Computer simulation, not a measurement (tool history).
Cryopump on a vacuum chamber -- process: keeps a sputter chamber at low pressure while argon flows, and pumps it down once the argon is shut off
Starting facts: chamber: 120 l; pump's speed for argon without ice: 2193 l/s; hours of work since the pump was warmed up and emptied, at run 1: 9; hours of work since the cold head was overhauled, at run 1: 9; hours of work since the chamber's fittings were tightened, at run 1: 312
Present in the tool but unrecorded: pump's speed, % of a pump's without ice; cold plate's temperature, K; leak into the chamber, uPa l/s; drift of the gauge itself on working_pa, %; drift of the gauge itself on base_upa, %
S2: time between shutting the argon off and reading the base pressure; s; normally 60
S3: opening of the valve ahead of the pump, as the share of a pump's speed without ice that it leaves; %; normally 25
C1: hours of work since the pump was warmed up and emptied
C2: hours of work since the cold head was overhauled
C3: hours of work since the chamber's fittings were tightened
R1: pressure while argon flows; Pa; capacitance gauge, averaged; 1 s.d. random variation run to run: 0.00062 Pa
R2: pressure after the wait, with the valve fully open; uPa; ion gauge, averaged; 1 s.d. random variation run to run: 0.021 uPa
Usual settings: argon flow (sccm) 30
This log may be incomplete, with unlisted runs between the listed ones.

{"run": 1, "hour": 0.0, "argon flow (sccm)": 30, "S2": 60, "S3": 25, "C1": 9, "C2": 9, "C3": 312, "R1": 0.0931, "R2": 0.78}
{"run": 2, "hour": 22.5, "argon flow (sccm)": 30, "S2": 60, "S3": 36, "C1": 25, "C2": 25, "C3": 327, "R1": 0.0648, "R2": 0.78}
{"run": 3, "hour": 32.6, "argon flow (sccm)": 30, "S2": 86, "S3": 25, "C1": 32, "C2": 32, "C3": 334, "R1": 0.0932, "R2": 0.66}
{"run": 4, "hour": 47.5, "argon flow (sccm)": 30, "S2": 86, "S3": 25, "C1": 42, "C2": 42, "C3": 344, "R1": 0.0934, "R2": 0.69}
{"run": 5, "hour": 60.8, "argon flow (sccm)": 30, "S2": 86, "S3": 25, "C1": 51, "C2": 51, "C3": 353, "R1": 0.0932, "R2": 0.63}
{"run": 6, "hour": 82.8, "argon flow (sccm)": 30, "S2": 86, "S3": 25, "C1": 66, "C2": 66, "C3": 368, "R1": 0.0938, "R2": 0.71}
{"run": 7, "hour": 105.0, "argon flow (sccm)": 30, "S2": 60, "S3": 25, "C1": 81, "C2": 81, "C3": 384, "R1": 0.093, "R2": 0.82}
{"run": 8, "hour": 125.0, "argon flow (sccm)": 30, "S2": 60, "S3": 25, "C1": 95, "C2": 95, "C3": 397, "R1": 0.0935, "R2": 0.85}
{"run": 9, "hour": 142.4, "argon flow (sccm)": 30, "S2": 60, "S3": 25, "C1": 107, "C2": 107, "C3": 409, "R1": 0.0928, "R2": 0.84}
{"run": 10, "hour": 164.0, "argon flow (sccm)": 30, "S2": 60, "S3": 25, "C1": 121, "C2": 121, "C3": 424, "R1": 0.0948, "R2": 0.82}
{"run": 11, "hour": 178.0, "argon flow (sccm)": 20, "S2": 60, "S3": 60, "C1": 131, "C2": 131, "C3": 433, "R1": 0.0275, "R2": 0.87}
{"run": 12, "hour": 197.8, "argon flow (sccm)": 37, "S2": 108, "S3": 24, "C1": 144, "C2": 144, "C3": 447, "R1": 0.121, "R2": 0.68}
{"run": 13, "hour": 207.4, "argon flow (sccm)": 13, "S2": 76, "S3": 45, "C1": 151, "C2": 151, "C3": 453, "R1": 0.023, "R2": 0.82}
{"run": 14, "hour": 224.6, "argon flow (sccm)": 42, "S2": 51, "S3": 40, "C1": 163, "C2": 163, "C3": 465, "R1": 0.0833, "R2": 0.98}
{"run": 15, "hour": 245.0, "argon flow (sccm)": 30, "S2": 60, "S3": 53, "C1": 177, "C2": 177, "C3": 479, "R1": 0.0454, "R2": 0.93}
{"run": 16, "hour": 263.7, "argon flow (sccm)": 52, "S2": 206, "S3": 53, "C1": 189, "C2": 189, "C3": 492, "R1": 0.0788, "R2": 0.66}
{"run": 17, "hour": 277.5, "argon flow (sccm)": 16, "S2": 202, "S3": 41, "C1": 199, "C2": 199, "C3": 501, "R1": 0.0315, "R2": 0.67}

Branching from run 17: 3 alternative next runs. What would each branch give?
{"run": "A", "hour": 289.4, "argon flow (sccm)": 13, "S2": 29, "S3": 26, "C1": 207, "C2": 207, "C3": 509, "R1": "?", "R2": "?"}
{"run": "B", "hour": 289.4, "argon flow (sccm)": 31, "S2": 91, "S3": 41, "C1": 207, "C2": 207, "C3": 509, "R1": "?", "R2": "?"}
{"run": "C", "hour": 289.4, "argon flow (sccm)": 30, "S2": 60, "S3": 16, "C1": 207, "C2": 207, "C3": 509, "R1": "?", "R2": "?"}

run=A R1=0.039 R2=1.33
run=B R1=0.0597 R2=0.78
run=C R1=0.1442 R2=0.96
Had the tool no hidden state, the same runs would have come out as:
run=A R1=0.0383 R2=0.92
run=B R1=0.0578 R2=0.37
run=C R1=0.1424 R2=0.52
